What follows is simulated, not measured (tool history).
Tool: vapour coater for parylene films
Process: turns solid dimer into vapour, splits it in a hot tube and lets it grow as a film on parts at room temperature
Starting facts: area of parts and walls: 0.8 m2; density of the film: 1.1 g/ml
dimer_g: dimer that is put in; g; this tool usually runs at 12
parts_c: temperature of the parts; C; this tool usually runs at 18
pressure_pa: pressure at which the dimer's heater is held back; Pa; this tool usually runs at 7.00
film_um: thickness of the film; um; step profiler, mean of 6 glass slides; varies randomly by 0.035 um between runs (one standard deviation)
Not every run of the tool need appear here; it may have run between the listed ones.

run	day	dimer_g	parts_c	pressure_pa	film_um
1	0.000	12	18	7.00	7.02
2	1.083	12	18	7.00	6.95
3	2.683	12	18	7.00	6.97
4	4.371	12	18	7.00	6.86
5	6.467	12	18	2.36	8.31
6	8.388	12	18	2.36	8.22
7	9.967	12	18	2.36	8.23
8	10.946	12	18	7.00	6.78
9	12.275	12	18	7.00	6.79
10	14.350	12	18	11.89	6.13
11	15.971	6	18	11.89	3.05
12	17.654	14	18	7.00	7.76
13	19.771	9	17	7.00	5.17
14	21.450	9	28	4.35	3.91
15	22.779	7	14	11.47	4.35
16	23.996	7	14	11.47	4.32
17	25.167	7	14	11.47	4.32
18	26.204	17	25	2.07	10.00
19	27.188	10	12	2.98	8.30

The log once held 1 entry between its listed runs, left out of this copy. Where does each go, and what is different about the tool's unlogged condition between the listed run before it and the listed run after it?
Between runs 14 and 15: trap's valve overhauled (day 22.012)
  vapour lost through the trap's worn valve, %: 8.3 -> 0.4; true temperature of the parts over the reading, C: -0.35 -> -0.36
  measured minus no-state result, film_um: -0.31 -> +0.03 um
